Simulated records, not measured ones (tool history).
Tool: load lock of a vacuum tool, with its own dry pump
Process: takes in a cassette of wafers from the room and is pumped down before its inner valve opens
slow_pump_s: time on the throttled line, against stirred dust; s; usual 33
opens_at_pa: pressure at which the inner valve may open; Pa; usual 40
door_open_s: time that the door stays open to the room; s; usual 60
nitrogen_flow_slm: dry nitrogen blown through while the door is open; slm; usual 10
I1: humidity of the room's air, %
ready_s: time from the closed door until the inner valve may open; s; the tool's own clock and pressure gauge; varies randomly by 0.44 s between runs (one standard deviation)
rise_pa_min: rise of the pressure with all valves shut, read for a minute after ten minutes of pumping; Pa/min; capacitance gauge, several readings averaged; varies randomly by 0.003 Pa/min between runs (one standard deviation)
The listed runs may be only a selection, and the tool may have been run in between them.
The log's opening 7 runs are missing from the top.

run 8 hour=2512.3 | slow_pump_s=23 opens_at_pa=40 door_open_s=60 nitrogen_flow_slm=10 | I1=43.3 | ready_s=50.4 rise_pa_min=0.356
run 9 hour=2973.5 | slow_pump_s=23 opens_at_pa=40 door_open_s=60 nitrogen_flow_slm=10 | I1=44.3 | ready_s=50.5 rise_pa_min=0.369
run 10 hour=3445.8 | slow_pump_s=18 opens_at_pa=40 door_open_s=60 nitrogen_flow_slm=10 | I1=47 | ready_s=47.1 rise_pa_min=0.39
run 11 hour=3683.2 | slow_pump_s=18 opens_at_pa=57 door_open_s=60 nitrogen_flow_slm=10 | I1=43.4 | ready_s=45.5 rise_pa_min=0.398
-- hour=3934.7 dry pump taken out, an overhauled one fitted
run 12 hour=4125.1 | slow_pump_s=33 opens_at_pa=40 door_open_s=38 nitrogen_flow_slm=10 | I1=46.2 | ready_s=53.1 rise_pa_min=0.409
run 13 hour=4423.7 | slow_pump_s=33 opens_at_pa=40 door_open_s=60 nitrogen_flow_slm=10 | I1=43.1 | ready_s=53.3 rise_pa_min=0.43
run 14 hour=4690.1 | slow_pump_s=33 opens_at_pa=40 door_open_s=130 nitrogen_flow_slm=10 | I1=43.1 | ready_s=53.9 rise_pa_min=0.456
run 15 hour=4898.6 | slow_pump_s=33 opens_at_pa=40 door_open_s=130 nitrogen_flow_slm=10 | I1=45.7 | ready_s=53.8 rise_pa_min=0.454
run 16 hour=5250.1 | slow_pump_s=24 opens_at_pa=40 door_open_s=60 nitrogen_flow_slm=10 | I1=40.4 | ready_s=46.5 rise_pa_min=0.449
run 17 hour=5476.1 | slow_pump_s=33 opens_at_pa=40 door_open_s=65 nitrogen_flow_slm=10 | I1=47.4 | ready_s=54.7 rise_pa_min=0.478
run 18 hour=5953.9 | slow_pump_s=22 opens_at_pa=74 door_open_s=43 nitrogen_flow_slm=8 | I1=43.6 | ready_s=43 rise_pa_min=0.476
run 19 hour=6340.1 | slow_pump_s=33 opens_at_pa=76 door_open_s=39 nitrogen_flow_slm=10 | I1=48.8 | ready_s=51.9 rise_pa_min=0.503
run 20 hour=6644.7 | slow_pump_s=33 opens_at_pa=76 door_open_s=39 nitrogen_flow_slm=10 | I1=46.5 | ready_s=52.1 rise_pa_min=0.505
-- hour=6981.8 door's seal changed, seat wiped
run 21 hour=7033.1 | slow_pump_s=33 opens_at_pa=76 door_open_s=39 nitrogen_flow_slm=10 | I1=45.5 | ready_s=51.1 rise_pa_min=0.021
run 22 hour=7413.7 | slow_pump_s=33 opens_at_pa=76 door_open_s=39 nitrogen_flow_slm=5 | I1=42.8 | ready_s=52.7 rise_pa_min=0.031
run 23 hour=7814.9 | slow_pump_s=20 opens_at_pa=33 door_open_s=155 nitrogen_flow_slm=8 | I1=43.7 | ready_s=44.5 rise_pa_min=0.059
run 24 hour=8144.6 | slow_pump_s=33 opens_at_pa=40 door_open_s=109 nitrogen_flow_slm=12 | I1=46.6 | ready_s=54.8 rise_pa_min=0.055
run 25 hour=8478.8 | slow_pump_s=18 opens_at_pa=43 door_open_s=28 nitrogen_flow_slm=12 | I1=44.3 | ready_s=43.1 rise_pa_min=0.032
run 26 hour=8836.2 | slow_pump_s=18 opens_at_pa=56 door_open_s=99 nitrogen_flow_slm=12 | I1=45.6 | ready_s=42.4 rise_pa_min=0.055
run 27 hour=9188.7 | slow_pump_s=21 opens_at_pa=45 door_open_s=35 nitrogen_flow_slm=44 | I1=45.1 | ready_s=44.9 rise_pa_min=0.032
run 28 hour=9408.9 | slow_pump_s=45 opens_at_pa=37 door_open_s=104 nitrogen_flow_slm=10 | I1=43.5 | ready_s=65.1 rise_pa_min=0.066
run 29 hour=9717.6 | slow_pump_s=33 opens_at_pa=40 door_open_s=35 nitrogen_flow_slm=4 | I1=42 | ready_s=55 rise_pa_min=0.051
run 30 hour=9983.3 | slow_pump_s=56 opens_at_pa=50 door_open_s=62 nitrogen_flow_slm=10 | I1=45.8 | ready_s=73.7 rise_pa_min=0.063
run 31 hour=10273.8 | slow_pump_s=21 opens_at_pa=71 door_open_s=29 nitrogen_flow_slm=22 | I1=43.6 | ready_s=43.6 rise_pa_min=0.052

Each row is a separate what-if for the run after 31, all from the same tool condition, not one after another. Results?
run A hour=10555.5 | slow_pump_s=19 opens_at_pa=40 door_open_s=60 nitrogen_flow_slm=27 | I1=47.1 | ready_s=? rise_pa_min=?
run B hour=10555.5 | slow_pump_s=33 opens_at_pa=46 door_open_s=60 nitrogen_flow_slm=10 | I1=46.7 | ready_s=? rise_pa_min=?
run C hour=10555.5 | slow_pump_s=33 opens_at_pa=50 door_open_s=170 nitrogen_flow_slm=4 | I1=48.2 | ready_s=? rise_pa_min=?
run D hour=10555.5 | slow_pump_s=33 opens_at_pa=40 door_open_s=191 nitrogen_flow_slm=16 | I1=45.3 | ready_s=? rise_pa_min=?
run E hour=10555.5 | slow_pump_s=23 opens_at_pa=28 door_open_s=219 nitrogen_flow_slm=22 | I1=48 | ready_s=? rise_pa_min=?

run=A ready_s=44.9 rise_pa_min=0.06
run=B ready_s=56 rise_pa_min=0.064
run=C ready_s=54.8 rise_pa_min=0.109
run=D ready_s=55.9 rise_pa_min=0.098
run=E ready_s=49 rise_pa_min=0.105
Take away the tool's hidden state, keep each run's random variation, and the runs would have read:
run=A ready_s=41.7 rise_pa_min=0.02
run=B ready_s=53.4 rise_pa_min=0.024
run=C ready_s=52.2 rise_pa_min=0.07
run=D ready_s=53.2 rise_pa_min=0.059
run=E ready_s=45.9 rise_pa_min=0.065
